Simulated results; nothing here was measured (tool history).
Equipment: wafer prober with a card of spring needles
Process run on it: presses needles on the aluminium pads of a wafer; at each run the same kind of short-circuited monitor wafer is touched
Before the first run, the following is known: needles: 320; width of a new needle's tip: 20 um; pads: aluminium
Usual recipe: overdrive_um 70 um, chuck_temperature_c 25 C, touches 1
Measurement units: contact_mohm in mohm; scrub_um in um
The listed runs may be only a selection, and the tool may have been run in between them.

| run | hour | overdrive_um | chuck_temperature_c | touches | contact_mohm | scrub_um |
|---|---|---|---|---|---|---|
| 1 | 0.0 | 70 | 25 | 1 | 235 | 16.56 |
| 2 | 11.1 | 70 | 25 | 1 | 281 | 16.58 |
| 3 | 25.8 | 70 | 25 | 1 | 274 | 16.48 |
| 4 | 33.3 | 70 | 25 | 1 | 286 | 16.69 |
| 5 | 47.6 | 70 | 25 | 1 | 278 | 16.71 |
| 6 | 57.1 | 70 | 25 | 2 | 229 | 16.66 |
| 7 | 64.9 | 70 | 25 | 1 | 275 | 16.67 |
| 8 | 78.2 | 70 | 25 | 1 | 245 | 16.61 |
| 9 | 93.8 | 70 | 25 | 1 | 296 | 16.63 |
| 10 | 104.4 | 80 | 25 | 1 | 261 | 19.04 |
| 11 | 122.0 | 80 | 25 | 1 | 252 | 19.01 |
| 12 | 132.3 | 80 | 25 | 1 | 277 | 19.00 |
| 13 | 145.2 | 80 | 25 | 1 | 270 | 18.96 |
| 14 | 153.1 | 70 | 113 | 1 | 310 | 16.57 |
| 15 | 169.3 | 70 | 113 | 1 | 309 | 16.57 |
| 16 | 177.4 | 70 | 113 | 1 | 271 | 16.48 |
| 17 | 193.5 | 70 | 25 | 1 | 233 | 16.49 |
| 18 | 204.6 | 61 | 86 | 2 | 286 | 14.60 |
| 19 | 213.7 | 61 | 86 | 2 | 254 | 14.52 |
| 20 | 229.9 | 58 | 56 | 2 | 298 | 13.85 |
| 21 | 238.8 | 58 | 56 | 2 | 277 | 13.77 |
| 22 | 251.8 | 58 | 49 | 2 | 243 | 13.75 |
| 23 | 264.1 | 58 | 49 | 2 | 287 | 13.76 |
| 24 | 278.4 | 58 | 79 | 2 | 285 | 13.78 |
| 25 | 292.8 | 53 | 25 | 1 | 285 | 12.52 |
| 26 | 308.9 | 53 | 68 | 1 | 264 | 12.49 |
| 27 | 317.0 | 61 | 52 | 1 | 300 | 14.42 |
| 28 | 328.1 | 72 | 26 | 3 | 233 | 17.04 |
| 29 | 339.3 | 72 | 26 | 3 | 251 | 16.98 |
| 30 | 352.2 | 72 | 26 | 3 | 245 | 16.97 |
| 31 | 366.3 | 72 | 26 | 3 | 228 | 17.19 |
| 32 | 383.5 | 65 | 25 | 1 | 302 | 15.52 |
| 33 | 391.9 | 70 | 92 | 1 | 282 | 16.71 |

Taken out of this log: 23 entries between the listed runs. Where each belongs, and how the hidden state differs across it:
After run 2, before run 3: tips cleaned on abrasive film (hour 18.8)
  debris on the tips, nm: 97.4 -> 75.5; way that the needles fall short of the set height, um: 0.74 -> 0.84; tips' diameter, um: 20.83 -> 20.87
  what was measured, less what the result would be without the hidden state, contact_mohm: +54 -> +43 mohm; scrub_um: -0.18 -> -0.20 um
After run 3, before run 4: height of the first contact set anew (hour 29.6)
  debris on the tips, nm: 75.5 -> 109.4; way that the needles fall short of the set height, um: 0.84 -> 0
  what was measured, less what the result would be without the hidden state, contact_mohm: +43 -> +60 mohm; scrub_um: -0.20 -> +0.00 um
After run 4, before run 5: tips cleaned on abrasive film (hour 38.4)
  debris on the tips, nm: 109.4 -> 88.1; way that the needles fall short of the set height, um: 0 -> 0.12; tips' diameter, um: 20.87 -> 20.91
  what was measured, less what the result would be without the hidden state, contact_mohm: +60 -> +49 mohm; scrub_um: +0.00 -> -0.02 um
After run 5, before run 6: tips cleaned on abrasive film (hour 57.1)
  debris on the tips, nm: 88.1 -> 9.8; way that the needles fall short of the set height, um: 0.12 -> 0.26; tips' diameter, um: 20.91 -> 20.96
  what was measured, less what the result would be without the hidden state, contact_mohm: +49 -> +4 mohm; scrub_um: -0.02 -> -0.06 um
After run 7, before run 8: tips cleaned on abrasive film (hour 76.7)
  debris on the tips, nm: 81 -> 26.4; way that the needles fall short of the set height, um: 0.26 -> 0.37; tips' diameter, um: 20.96 -> 21
  what was measured, less what the result would be without the hidden state, contact_mohm: +45 -> +16 mohm; scrub_um: -0.06 -> -0.09 um
After run 9, before run 10: tips cleaned on abrasive film (hour 96.5)
  debris on the tips, nm: 121.2 -> 80.2; way that the needles fall short of the set height, um: 0.37 -> 0.47; tips' diameter, um: 21 -> 21.03
  what was measured, less what the result would be without the hidden state, contact_mohm: +68 -> +36 mohm; scrub_um: -0.09 -> -0.11 um
After run 10, before run 11: tips cleaned on abrasive film (hour 116.6)
  debris on the tips, nm: 80.2 -> 63.4; way that the needles fall short of the set height, um: 0.47 -> 0.58; tips' diameter, um: 21.03 -> 21.07
  what was measured, less what the result would be without the hidden state, contact_mohm: +36 -> +29 mohm; scrub_um: -0.11 -> -0.14 um
After run 12, before run 13: tips cleaned on abrasive film (hour 135.3)
  debris on the tips, nm: 115.4 -> 92.2; way that the needles fall short of the set height, um: 0.58 -> 0.69; tips' diameter, um: 21.07 -> 21.11
  what was measured, less what the result would be without the hidden state, contact_mohm: +51 -> +42 mohm; scrub_um: -0.13 -> -0.16 um
After run 14, before run 15: tips cleaned on abrasive film (hour 154.2)
  debris on the tips, nm: 120.7 -> 112.4; way that the needles fall short of the set height, um: 0.69 -> 0.79; tips' diameter, um: 21.11 -> 21.14
  what was measured, less what the result would be without the hidden state, contact_mohm: +59 -> +57 mohm; scrub_um: -0.16 -> -0.19 um
After run 15, before run 16: tips cleaned on abrasive film (hour 173.7)
  debris on the tips, nm: 112.4 -> 45.2; way that the needles fall short of the set height, um: 0.79 -> 0.92; tips' diameter, um: 21.14 -> 21.19
  what was measured, less what the result would be without the hidden state, contact_mohm: +57 -> +24 mohm; scrub_um: -0.19 -> -0.22 um
After run 16, before run 17: tips cleaned on abrasive film (hour 193.4)
  debris on the tips, nm: 45.2 -> 7.1; way that the needles fall short of the set height, um: 0.92 -> 1.04; tips' diameter, um: 21.19 -> 21.23
  what was measured, less what the result would be without the hidden state, contact_mohm: +24 -> +6 mohm; scrub_um: -0.22 -> -0.25 um
After run 17, before run 18: height of the first contact set anew (hour 196.6)
  debris on the tips, nm: 7.1 -> 92.6; way that the needles fall short of the set height, um: 1.04 -> 0
  what was measured, less what the result would be without the hidden state, contact_mohm: +6 -> +37 mohm; scrub_um: -0.25 -> +0.00 um
After run 18, before run 19: tips cleaned on abrasive film (hour 213.0)
  debris on the tips, nm: 92.6 -> 14.1; way that the needles fall short of the set height, um: 0 -> 0.13; tips' diameter, um: 21.23 -> 21.28
  what was measured, less what the result would be without the hidden state, contact_mohm: +37 -> +7 mohm; scrub_um: +0.00 -> -0.03 um
After run 20, before run 21: tips cleaned on abrasive film (hour 232.8)
  debris on the tips, nm: 117 -> 71.1; way that the needles fall short of the set height, um: 0.13 -> 0.25; tips' diameter, um: 21.28 -> 21.32
  what was measured, less what the result would be without the hidden state, contact_mohm: +55 -> +34 mohm; scrub_um: -0.03 -> -0.06 um
After run 21, before run 22: tips cleaned on abrasive film (hour 251.8)
  debris on the tips, nm: 71.1 -> 6.5; way that the needles fall short of the set height, um: 0.25 -> 0.39; tips' diameter, um: 21.32 -> 21.37
  what was measured, less what the result would be without the hidden state, contact_mohm: +34 -> +5 mohm; scrub_um: -0.06 -> -0.10 um
After run 23, before run 24: tips cleaned on abrasive film (hour 270.7)
  debris on the tips, nm: 99.8 -> 77.6; way that the needles fall short of the set height, um: 0.39 -> 0.49; tips' diameter, um: 21.37 -> 21.4
  what was measured, less what the result would be without the hidden state, contact_mohm: +48 -> +37 mohm; scrub_um: -0.09 -> -0.12 um
After run 24, before run 25: tips cleaned on abrasive film (hour 289.8)
  debris on the tips, nm: 77.6 -> 49.3; way that the needles fall short of the set height, um: 0.49 -> 0.63; tips' diameter, um: 21.4 -> 21.45
  what was measured, less what the result would be without the hidden state, contact_mohm: +37 -> +50 mohm; scrub_um: -0.12 -> -0.15 um
After run 25, before run 26: tips cleaned on abrasive film (hour 308.9)
  debris on the tips, nm: 49.3 -> 14.3; way that the needles fall short of the set height, um: 0.63 -> 0.72; tips' diameter, um: 21.45 -> 21.48
  what was measured, less what the result would be without the hidden state, contact_mohm: +50 -> +16 mohm; scrub_um: -0.15 -> -0.17 um
After run 27, before run 28: tips cleaned on abrasive film (hour 328.1)
  debris on the tips, nm: 85.5 -> 9.1; way that the needles fall short of the set height, um: 0.72 -> 0.85; tips' diameter, um: 21.48 -> 21.53
  what was measured, less what the result would be without the hidden state, contact_mohm: +63 -> +4 mohm; scrub_um: -0.17 -> -0.20 um
After run 29, before run 30: tips cleaned on abrasive film (hour 347.1)
  debris on the tips, nm: 98.2 -> 59.9; way that the needles fall short of the set height, um: 0.85 -> 0.96; tips' diameter, um: 21.53 -> 21.57
  what was measured, less what the result would be without the hidden state, contact_mohm: +22 -> +14 mohm; scrub_um: -0.20 -> -0.23 um
After run 30, before run 31: height of the first contact set anew (hour 364.4); tips cleaned on abrasive film (hour 366.3)
  debris on the tips, nm: 59.9 -> 8.7; way that the needles fall short of the set height, um: 0.96 -> 0.12; tips' diameter, um: 21.57 -> 21.61
  what was measured, less what the result would be without the hidden state, contact_mohm: +14 -> +3 mohm; scrub_um: -0.23 -> -0.03 um
After run 32, before run 33: tips cleaned on abrasive film (hour 386.4)
  debris on the tips, nm: 122.4 -> 61.5; way that the needles fall short of the set height, um: 0.12 -> 0.24; tips' diameter, um: 21.61 -> 21.65
  what was measured, less what the result would be without the hidden state, contact_mohm: +80 -> +34 mohm; scrub_um: -0.03 -> -0.06 um
